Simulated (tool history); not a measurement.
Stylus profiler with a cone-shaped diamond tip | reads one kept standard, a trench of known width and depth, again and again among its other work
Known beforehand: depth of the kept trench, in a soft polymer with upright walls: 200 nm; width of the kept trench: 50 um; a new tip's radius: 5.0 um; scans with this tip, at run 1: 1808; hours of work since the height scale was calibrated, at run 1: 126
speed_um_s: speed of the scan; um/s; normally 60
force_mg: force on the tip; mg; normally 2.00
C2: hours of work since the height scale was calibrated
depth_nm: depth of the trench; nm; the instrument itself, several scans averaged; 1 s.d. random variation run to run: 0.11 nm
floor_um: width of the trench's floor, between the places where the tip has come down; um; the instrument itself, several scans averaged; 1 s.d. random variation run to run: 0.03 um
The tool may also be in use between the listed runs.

Run 1, hour 0.0: usual settings; scans with this tip 1808; C2 126. Result: depth_nm 201.38 nm, floor_um 46.80 um.
Run 2, hour 21.2: usual settings but force_mg 2.17 mg; scans with this tip 1977; C2 138. Result: depth_nm 201.50 nm, floor_um 46.78 um.
Run 3, hour 66.1: usual settings but force_mg 2.17 mg; scans with this tip 2334; C2 163. Result: depth_nm 201.38 nm, floor_um 46.79 um.
Run 4, hour 116.9: usual settings but speed_um_s 17 um/s, force_mg 2.17 mg; scans with this tip 2738; C2 191. Result: depth_nm 201.49 nm, floor_um 46.91 um.
Run 5, hour 141.9: usual settings but speed_um_s 17 um/s, force_mg 2.17 mg; scans with this tip 2938; C2 205. Result: depth_nm 201.40 nm, floor_um 46.88 um.
Run 6, hour 179.8: usual settings; scans with this tip 3239; C2 226. Result: depth_nm 201.41 nm, floor_um 46.74 um.
Run 7, hour 228.3: usual settings but force_mg 4.60 mg; scans with this tip 3625; C2 253. Result: depth_nm 202.24 nm, floor_um 46.81 um.
Run 8, hour 261.3: usual settings but force_mg 4.60 mg; scans with this tip 3888; C2 271. Result: depth_nm 202.38 nm, floor_um 46.78 um.
Run 9, hour 290.6: usual settings; scans with this tip 4121; C2 287. Result: depth_nm 201.50 nm, floor_um 46.67 um.
Run 10, hour 325.0: usual settings; scans with this tip 4395; C2 306. Result: depth_nm 201.47 nm, floor_um 46.65 um.
Run 11, hour 375.7: usual settings but speed_um_s 95 um/s; scans with this tip 4799; C2 334. Result: depth_nm 201.58 nm, floor_um 46.49 um.
Run 12, hour 413.1: usual settings but speed_um_s 95 um/s; scans with this tip 5096; C2 355. Result: depth_nm 201.55 nm, floor_um 46.47 um.
Run 13, hour 461.1: usual settings; scans with this tip 5479; C2 382. Result: depth_nm 201.55 nm, floor_um 46.55 um.
Run 14, hour 489.1: usual settings but force_mg 1.61 mg; scans with this tip 5702; C2 397. Result: depth_nm 201.37 nm, floor_um 46.58 um.
Run 15, hour 516.2: usual settings but force_mg 2.38 mg; scans with this tip 5917; C2 412. Result: depth_nm 201.75 nm, floor_um 46.61 um.
Run 16, hour 564.5: usual settings but force_mg 2.47 mg; scans with this tip 6302; C2 439. Result: depth_nm 201.71 nm, floor_um 46.61 um.
Run 17, hour 594.0: usual settings; scans with this tip 6537; C2 455. Result: depth_nm 201.65 nm, floor_um 46.53 um.
Run 18, hour 625.3: usual settings; scans with this tip 6786; C2 473. Result: depth_nm 201.73 nm, floor_um 46.49 um.
Run 19, hour 662.2: usual settings; scans with this tip 7080; C2 493. Result: depth_nm 201.50 nm, floor_um 46.47 um.
Run 20, hour 707.1: usual settings; scans with this tip 7437; C2 518. Result: depth_nm 201.81 nm, floor_um 46.48 um.
Run 21, hour 758.4: usual settings; scans with this tip 7846; C2 547. Result: depth_nm 201.72 nm, floor_um 46.43 um.
Run 22, hour 797.2: usual settings but speed_um_s 228 um/s; scans with this tip 8154; C2 568. Result: depth_nm 201.80 nm, floor_um 45.65 um.
Run 23, hour 843.6: usual settings but speed_um_s 228 um/s; scans with this tip 8524; C2 594. Result: depth_nm 201.75 nm, floor_um 45.66 um.
Run 24, hour 875.6: usual settings but speed_um_s 28 um/s, force_mg 4.76 mg; scans with this tip 8779; C2 612. Result: depth_nm 202.65 nm, floor_um 46.61 um.
Run 25, hour 913.6: usual settings but speed_um_s 28 um/s, force_mg 4.76 mg; scans with this tip 9081; C2 633. Result: depth_nm 202.50 nm, floor_um 46.62 um.
Run 26, hour 937.3: usual settings but speed_um_s 28 um/s, force_mg 4.76 mg; scans with this tip 9270; C2 646. Result: depth_nm 202.67 nm, floor_um 46.60 um.
Run 27, hour 977.4: usual settings but speed_um_s 61 um/s, force_mg 4.82 mg; scans with this tip 9589; C2 668. Result: depth_nm 202.80 nm, floor_um 46.48 um.
Run 28, hour 1009.7: usual settings but force_mg 2.49 mg; scans with this tip 9846; C2 686. Result: depth_nm 202.02 nm, floor_um 46.36 um.
Run 29, hour 1054.4: usual settings but speed_um_s 23 um/s, force_mg 2.08 mg; scans with this tip 10202; C2 711. Result: depth_nm 201.85 nm, floor_um 46.54 um.
Run 30, hour 1103.5: usual settings but speed_um_s 25 um/s, force_mg 2.05 mg; scans with this tip 10593; C2 738. Result: depth_nm 201.98 nm, floor_um 46.45 um.
Run 31, hour 1146.1: usual settings but speed_um_s 209 um/s, force_mg 3.52 mg; scans with this tip 10932; C2 762. Result: depth_nm 202.37 nm, floor_um 45.89 um.
Run 32, hour 1189.2: usual settings but speed_um_s 39 um/s, force_mg 4.36 mg; scans with this tip 11275; C2 785. Result: depth_nm 202.76 nm, floor_um 46.43 um.
Run 33, hour 1221.8: usual settings but speed_um_s 78 um/s, force_mg 2.24 mg; scans with this tip 11535; C2 804. Result: depth_nm 202.03 nm, floor_um 46.26 um.
Run 34, hour 1262.0: usual settings but speed_um_s 78 um/s, force_mg 2.24 mg; scans with this tip 11855; C2 826. Result: depth_nm 201.99 nm, floor_um 46.19 um.
Run 35, hour 1294.6: usual settings but speed_um_s 156 um/s, force_mg 3.43 mg; scans with this tip 12115; C2 844. Result: depth_nm 202.60 nm, floor_um 45.99 um.
Run 36, hour 1339.1: usual settings but speed_um_s 218 um/s, force_mg 4.78 mg; scans with this tip 12469; C2 869. Result: depth_nm 202.97 nm, floor_um 45.83 um.
Run 37, hour 1369.4: usual settings but speed_um_s 40 um/s, force_mg 4.78 mg; scans with this tip 12710; C2 885. Result: depth_nm 202.98 nm, floor_um 46.36 um.
Run 38, hour 1403.5: usual settings but speed_um_s 46 um/s, force_mg 5.34 mg; scans with this tip 12981; C2 904. Result: depth_nm 203.11 nm, floor_um 46.34 um.
Run 39, hour 1443.6: usual settings but speed_um_s 46 um/s, force_mg 5.34 mg; scans with this tip 13300; C2 926. Result: depth_nm 203.30 nm, floor_um 46.33 um.
Run 40, hour 1465.7: usual settings but speed_um_s 46 um/s, force_mg 5.34 mg; scans with this tip 13477; C2 939. Result: depth_nm 202.91 nm, floor_um 46.37 um.
Run 41, hour 1502.8: usual settings but force_mg 2.67 mg; scans with this tip 13772; C2 959. Result: depth_nm 202.57 nm, floor_um 46.22 um.
Run 42, hour 1543.2: usual settings but speed_um_s 18 um/s, force_mg 0.68 mg; scans with this tip 14093; C2 982. Result: depth_nm 201.35 nm, floor_um 46.27 um.

Predict the results of run 43:
Run 43, hour 1571.5: usual settings but speed_um_s 18 um/s, force_mg 0.68 mg; scans with this tip 14319; C2 997. Result: depth_nm ?, floor_um ?.

For run 43 the tool returned depth_nm 201.58 nm, floor_um 46.29 um.
Had the tool carried no hidden state, the very same run would have given depth_nm 200.70 nm, floor_um 47.06 um.
